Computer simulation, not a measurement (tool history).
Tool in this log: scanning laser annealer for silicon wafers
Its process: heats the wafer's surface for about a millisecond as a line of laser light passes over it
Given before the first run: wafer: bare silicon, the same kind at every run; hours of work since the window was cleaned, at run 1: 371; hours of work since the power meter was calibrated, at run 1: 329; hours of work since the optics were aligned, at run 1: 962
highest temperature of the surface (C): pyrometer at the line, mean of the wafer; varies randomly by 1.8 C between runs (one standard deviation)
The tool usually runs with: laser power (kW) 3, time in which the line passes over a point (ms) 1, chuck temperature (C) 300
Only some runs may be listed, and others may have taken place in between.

run     day  laser power (kW)  time in which the line passes over a point (ms)  chuck temperature (C)  hours of work since the window was cleaned  hours of work since the power meter was calibrated  hours of work since the optics were aligned  highest temperature of the surface (C)
  1       0                 3                                                1                    300                                         371                                                 329                                          962                                    1041
  2   1.117                 3                                                1                    300                                         392                                                 350                                          983                                    1035
  3   2.704                 3                                             1.13                    300                                         423                                                 380                                         1013                                    1078
  4   4.288                 3                                             0.78                    300                                         453                                                 411                                         1043                                     959
  5   5.533               2.8                                                1                    300                                         476                                                 434                                         1067                                     971
  6   6.858                 3                                                1                    302                                         502                                                 460                                         1092                                    1034
  7   8.167                 3                                                1                    302                                         526                                                 484                                         1117                                    1030
  8   9.796                 3                                                1                    302                                         557                                                 515                                         1148                                    1027
  9  10.792                 3                                                1                    316                                         576                                                 534                                         1167                                    1040
 10  12.271                 3                                             0.85                    300                                         604                                                 562                                         1195                                     974
 11    13.9                 3                                             0.85                    300                                         636                                                 593                                         1226                                     975
 12  14.708                 3                                                1                    310                                         651                                                 609                                         1241                                    1027
 13  15.675                 3                                                1                    310                                         669                                                 627                                         1260                                    1030
 14  17.083             3.171                                                1                    310                                         696                                                 654                                         1286                                    1078
 15  18.404             3.171                                                1                    310                                         721                                                 679                                         1312                                    1073
 16  19.617             3.171                                                1                    310                                         744                                                 702                                         1335                                    1073
 17  21.117             3.171                                                1                    310                                         773                                                 731                                         1363                                    1070
 18  22.025             3.171                                                1                    310                                         790                                                 748                                         1380                                    1071
 19  23.521             3.171                                                1                    310                                         818                                                 776                                         1409                                    1067
 20  24.829             3.171                                                1                    310                                         843                                                 801                                         1434                                    1066
 21   25.85             3.171                                                1                    310                                         863                                                 821                                         1453                                    1062
 22  26.812             2.815                                             0.99                    300                                         881                                                 839                                         1471                                     949
 23  28.117             2.815                                             0.99                    300                                         906                                                 864                                         1496                                     948
 24  28.962             3.274                                             1.24                    274                                         922                                                 880                                         1512                                    1129
     29.354  -- window over the wafer cleaned
 25  30.692             3.064                                             0.74                    274                                          25                                                 911                                         1544                                     948
 26      32             3.064                                             0.74                    274                                          50                                                 936                                         1569                                     943
 27  33.438                 3                                             1.04                    264                                          78                                                 963                                         1596                                    1023
 28  34.629                 3                                             1.04                    264                                         100                                                 986                                         1619                                    1022
 29  35.312                 3                                             0.95                    264                                         113                                                 999                                         1632                                     989
 30  36.021                 3                                             0.95                    264                                         127                                                1013                                         1645                                     992
 31  37.646                 3                                             0.95                    320                                         158                                                1043                                         1676                                    1042
 32  39.192                 3                                             0.95                    320                                         187                                                1073                                         1705                                    1040
 33  40.721                 3                                             0.76                    320                                         216                                                1102                                         1734                                     972
 34  41.625                 3                                             0.76                    320                                         233                                                1119                                         1752                                     972
     41.933  -- optics aligned, line set to its width
 35  42.662                 3                                             0.76                    320                                         249                                                1135                                           14                                     994
 36  43.562                 3                                             0.76                    320                                         266                                                1152                                           31                                     987
 37  44.254             3.112                                             0.76                    320                                         279                                                1165                                           44                                    1019
 38  45.596             3.112                                             0.76                    320                                         305                                                1191                                           70                                    1016
 39  46.304             2.862                                             0.76                    330                                         318                                                1204                                           83                                     962
 40  47.183             2.933                                             0.91                    294                                         335                                                1221                                          100                                     988
 41    48.7                 3                                                1                    320                                         364                                                1250                                          129                                    1068

Subtracting, for every run, the result it would have given without the tool's unlogged condition from the measured result gives the following. The same run-to-run variation enters both numbers; the gauge's scatter may not:
Unlogged tool condition in this case: light that passes the window, % of a clean one's; laser's true power over the reading, %; width of the line over the set one, %; drift of the gauge itself on peak_c, C.
run  highest temperature of the surface (C)
  1                                     -36
  2                                     -38
  3                                     -42
  4                                     -38
  5                                     -40
  6                                     -46
  7                                     -48
  8                                     -50
  9                                     -52
 10                                     -50
 11                                     -52
 12                                     -57
 13                                     -58
 14                                     -65
 15                                     -66
 16                                     -69
 17                                     -71
 18                                     -72
 19                                     -75
 20                                     -76
 21                                     -78
 22                                     -68
 23                                     -70
 24                                     -94
 25                                     -25
 26                                     -27
 27                                     -33
 28                                     -34
 29                                     -34
 30                                     -35
 31                                     -37
 32                                     -39
 33                                     -38
 34                                     -38
 35                                     -20
 36                                     -21
 37                                     -23
 38                                     -25
 39                                     -23
 40                                     -27
 41                                     -31
